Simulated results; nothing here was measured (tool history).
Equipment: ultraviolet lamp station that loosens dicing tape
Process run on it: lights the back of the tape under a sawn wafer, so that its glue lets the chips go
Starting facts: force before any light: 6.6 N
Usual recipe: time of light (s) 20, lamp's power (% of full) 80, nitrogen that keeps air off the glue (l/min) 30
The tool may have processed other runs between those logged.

| run | hour | time of light (s) | lamp's power (% of full) | nitrogen that keeps air off the glue (l/min) | force that peels the tape off (N) | light that reached the tape (mJ/cm²) |
|---|---|---|---|---|---|---|
| 1 | 0.0 | 20 | 80 | 30 | 0.281 | 440 |
| 2 | 29.9 | 20 | 80 | 30 | 0.290 | 433 |
| 3 | 70.9 | 20 | 80 | 30 | 0.305 | 422 |
| 4 | 92.5 | 20 | 80 | 30 | 0.331 | 421 |
| 5 | 125.8 | 20 | 80 | 52 | 0.221 | 416 |
| 6 | 163.9 | 20 | 80 | 52 | 0.216 | 408 |
| 7 | 190.3 | 28 | 80 | 52 | 0.135 | 565 |
| 8 | 218.4 | 29 | 80 | 30 | 0.154 | 571 |
| 9 | 243.3 | 29 | 80 | 30 | 0.175 | 566 |
| 10 | 276.8 | 20 | 80 | 30 | 0.403 | 387 |
| 11 | 305.3 | 20 | 80 | 30 | 0.380 | 383 |
| 12 | 329.8 | 20 | 80 | 30 | 0.392 | 380 |
| 13 | 364.7 | 14 | 80 | 30 | 0.898 | 262 |
| 14 | 384.4 | 14 | 80 | 17 | 1.320 | 258 |
| 15 | 402.8 | 39 | 80 | 30 | 0.132 | 707 |
| 16 | 442.5 | 39 | 80 | 30 | 0.126 | 697 |
| 17 | 478.2 | 20 | 80 | 30 | 0.469 | 348 |
|  | 482.0 | window cleaned of glue's vapour |
| 18 | 495.6 | 12 | 67 | 32 | 1.664 | 171 |
| 19 | 532.5 | 12 | 67 | 32 | 1.686 | 167 |
| 20 | 559.2 | 19 | 74 | 33 | 0.667 | 288 |
| 21 | 582.8 | 30 | 88 | 52 | 0.150 | 537 |
| 22 | 618.5 | 20 | 71 | 28 | 0.780 | 285 |
|  | 644.9 | window cleaned of glue's vapour, once more |
| 23 | 647.8 | 20 | 66 | 45 | 0.499 | 299 |
| 24 | 685.2 | 20 | 95 | 54 | 0.200 | 426 |
| 25 | 706.9 | 20 | 80 | 31 | 0.450 | 357 |
| 26 | 730.5 | 20 | 74 | 30 | 0.567 | 326 |
| 27 | 758.6 | 20 | 91 | 32 | 0.351 | 391 |
| 28 | 787.3 | 20 | 91 | 32 | 0.355 | 390 |
| 29 | 811.4 | 20 | 91 | 32 | 0.375 | 379 |
|  | 846.1 | lamp changed |
| 30 | 852.2 | 13 | 66 | 32 | 0.790 | 274 |
| 31 | 881.6 | 13 | 66 | 32 | 0.788 | 271 |
| 32 | 919.5 | 25 | 81 | 35 | 0.139 | 627 |
| 33 | 941.0 | 25 | 81 | 35 | 0.138 | 625 |
| 34 | 964.5 | 14 | 85 | 13 | 0.896 | 362 |

3 options for the next run, each taken on its own from the tool as it stands now. Forecast them:
| A | 982.9 | 20 | 86 | 43 | ? | ? |
| B | 982.9 | 20 | 72 | 57 | ? | ? |
| C | 982.9 | 14 | 61 | 20 | ? | ? |

| run | force that peels the tape off (N) | light that reached the tape (mJ/cm²) |
|---|---|---|
| A | 0.162 | 520 |
| B | 0.193 | 439 |
| C | 1.176 | 259 |
With the hidden condition removed and each run's random variation left untouched, the same runs would have given:
| run | force that peels the tape off (N) | light that reached the tape (mJ/cm²) |
|---|---|---|
| A | 0.144 | 563 |
| B | 0.169 | 475 |
| C | 1.027 | 281 |

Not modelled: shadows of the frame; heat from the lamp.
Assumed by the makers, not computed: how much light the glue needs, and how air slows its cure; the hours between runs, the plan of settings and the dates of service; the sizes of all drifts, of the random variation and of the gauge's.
